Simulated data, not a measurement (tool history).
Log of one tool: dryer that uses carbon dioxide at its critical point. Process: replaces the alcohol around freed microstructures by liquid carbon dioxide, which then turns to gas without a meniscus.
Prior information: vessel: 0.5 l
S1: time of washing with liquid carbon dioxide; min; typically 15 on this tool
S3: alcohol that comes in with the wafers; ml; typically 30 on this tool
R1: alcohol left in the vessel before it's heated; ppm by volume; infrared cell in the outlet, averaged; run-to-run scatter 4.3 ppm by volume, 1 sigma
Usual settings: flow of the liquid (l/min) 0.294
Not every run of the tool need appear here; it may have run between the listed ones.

{"run": 1, "hour": 0.0, "S1": 15, "flow of the liquid (l/min)": 0.294, "S3": 30, "R1": 71}
{"run": 2, "hour": 27.6, "S1": 15, "flow of the liquid (l/min)": 0.294, "S3": 30, "R1": 80}
{"run": 3, "hour": 58.3, "S1": 15, "flow of the liquid (l/min)": 0.294, "S3": 30, "R1": 76}
{"run": 4, "hour": 96.9, "S1": 15, "flow of the liquid (l/min)": 0.294, "S3": 30, "R1": 80}
{"run": 5, "hour": 137.2, "S1": 20, "flow of the liquid (l/min)": 0.294, "S3": 30, "R1": 44}
{"run": 6, "hour": 184.5, "S1": 15, "flow of the liquid (l/min)": 0.205, "S3": 30, "R1": 407}
{"run": 7, "hour": 238.5, "S1": 15, "flow of the liquid (l/min)": 0.205, "S3": 30, "R1": 422}
{"run": 8, "hour": 274.0, "S1": 10, "flow of the liquid (l/min)": 0.294, "S3": 30, "R1": 564}
{"run": 9, "hour": 316.0, "S1": 10, "flow of the liquid (l/min)": 0.294, "S3": 30, "R1": 596}
{"hour": 352.0, "done": "inlet filter changed"}
{"run": 10, "hour": 374.8, "S1": 10, "flow of the liquid (l/min)": 0.294, "S3": 30, "R1": 267}
{"run": 11, "hour": 422.5, "S1": 10, "flow of the liquid (l/min)": 0.294, "S3": 30, "R1": 288}
{"run": 12, "hour": 457.7, "S1": 10, "flow of the liquid (l/min)": 0.294, "S3": 30, "R1": 295}
{"run": 13, "hour": 507.9, "S1": 10, "flow of the liquid (l/min)": 0.209, "S3": 30, "R1": 1210}
{"run": 14, "hour": 533.2, "S1": 10, "flow of the liquid (l/min)": 0.209, "S3": 30, "R1": 1223}
{"run": 15, "hour": 568.4, "S1": 10, "flow of the liquid (l/min)": 0.209, "S3": 59, "R1": 2458}
{"run": 16, "hour": 615.5, "S1": 10, "flow of the liquid (l/min)": 0.209, "S3": 49, "R1": 2103}
{"run": 17, "hour": 664.9, "S1": 10, "flow of the liquid (l/min)": 0.209, "S3": 49, "R1": 2121}
{"hour": 690.9, "done": "purifier's bed changed"}
{"run": 18, "hour": 696.1, "S1": 15, "flow of the liquid (l/min)": 0.252, "S3": 30, "R1": 67}
{"run": 19, "hour": 725.4, "S1": 15, "flow of the liquid (l/min)": 0.252, "S3": 30, "R1": 62}
{"run": 20, "hour": 762.1, "S1": 15, "flow of the liquid (l/min)": 0.252, "S3": 30, "R1": 70}
{"run": 21, "hour": 796.6, "S1": 15, "flow of the liquid (l/min)": 0.252, "S3": 30, "R1": 77}
{"run": 22, "hour": 852.5, "S1": 15, "flow of the liquid (l/min)": 0.47, "S3": 30, "R1": 10}
{"run": 23, "hour": 885.4, "S1": 15, "flow of the liquid (l/min)": 0.47, "S3": 30, "R1": 14}
{"run": 24, "hour": 928.7, "S1": 15, "flow of the liquid (l/min)": 0.47, "S3": 30, "R1": 20}
{"run": 25, "hour": 968.8, "S1": 15, "flow of the liquid (l/min)": 0.268, "S3": 29, "R1": 67}
{"run": 26, "hour": 1011.4, "S1": 13, "flow of the liquid (l/min)": 0.201, "S3": 21, "R1": 442}
{"run": 27, "hour": 1046.0, "S1": 15, "flow of the liquid (l/min)": 0.227, "S3": 68, "R1": 374}
{"run": 28, "hour": 1083.0, "S1": 13, "flow of the liquid (l/min)": 0.182, "S3": 96, "R1": 3156}
{"run": 29, "hour": 1139.8, "S1": 13, "flow of the liquid (l/min)": 0.182, "S3": 96, "R1": 3243}
{"run": 30, "hour": 1194.2, "S1": 19, "flow of the liquid (l/min)": 0.207, "S3": 48, "R1": 134}
{"run": 31, "hour": 1249.8, "S1": 15, "flow of the liquid (l/min)": 0.238, "S3": 30, "R1": 171}
{"run": 32, "hour": 1297.0, "S1": 15, "flow of the liquid (l/min)": 0.197, "S3": 30, "R1": 445}
{"run": 33, "hour": 1355.4, "S1": 13, "flow of the liquid (l/min)": 0.185, "S3": 30, "R1": 1103}
{"run": 34, "hour": 1395.4, "S1": 13, "flow of the liquid (l/min)": 0.185, "S3": 30, "R1": 1129}
{"run": 35, "hour": 1453.6, "S1": 15, "flow of the liquid (l/min)": 0.294, "S3": 55, "R1": 119}
{"run": 36, "hour": 1496.3, "S1": 15, "flow of the liquid (l/min)": 0.294, "S3": 55, "R1": 128}
{"run": 37, "hour": 1552.3, "S1": 15, "flow of the liquid (l/min)": 0.294, "S3": 66, "R1": 157}
{"hour": 1606.0, "done": "inlet filter changed"}
{"run": 38, "hour": 1612.6, "S1": 15, "flow of the liquid (l/min)": 0.294, "S3": 66, "R1": 85}
{"run": 39, "hour": 1667.6, "S1": 15, "flow of the liquid (l/min)": 0.294, "S3": 66, "R1": 81}
{"run": 40, "hour": 1705.0, "S1": 15, "flow of the liquid (l/min)": 0.439, "S3": 24, "R1": 49}
{"run": 41, "hour": 1753.2, "S1": 24, "flow of the liquid (l/min)": 0.294, "S3": 70, "R1": 51}
{"run": 42, "hour": 1799.2, "S1": 24, "flow of the liquid (l/min)": 0.294, "S3": 70, "R1": 54}
{"run": 43, "hour": 1848.6, "S1": 24, "flow of the liquid (l/min)": 0.294, "S3": 70, "R1": 61}
{"run": 44, "hour": 1876.4, "S1": 15, "flow of the liquid (l/min)": 0.489, "S3": 24, "R1": 60}
{"run": 45, "hour": 1915.1, "S1": 14, "flow of the liquid (l/min)": 0.346, "S3": 24, "R1": 67}
{"run": 46, "hour": 1956.6, "S1": 14, "flow of the liquid (l/min)": 0.298, "S3": 27, "R1": 92}
{"run": 47, "hour": 2005.5, "S1": 15, "flow of the liquid (l/min)": 0.22, "S3": 30, "R1": 216}

Predict each of these 3 candidate next runs independently; none follows another, all start after run 47:
{"run": "A", "hour": 2057.0, "S1": 13, "flow of the liquid (l/min)": 0.375, "S3": 82, "R1": "?"}
{"run": "B", "hour": 2057.0, "S1": 23, "flow of the liquid (l/min)": 0.31, "S3": 44, "R1": "?"}
{"run": "C", "hour": 2057.0, "S1": 11, "flow of the liquid (l/min)": 0.309, "S3": 24, "R1": "?"}

run=A R1=94
run=B R1=71
run=C R1=192
Without the tool's unlogged condition, the same runs would have read:
run=A R1=15
run=B R1=6
run=C R1=88
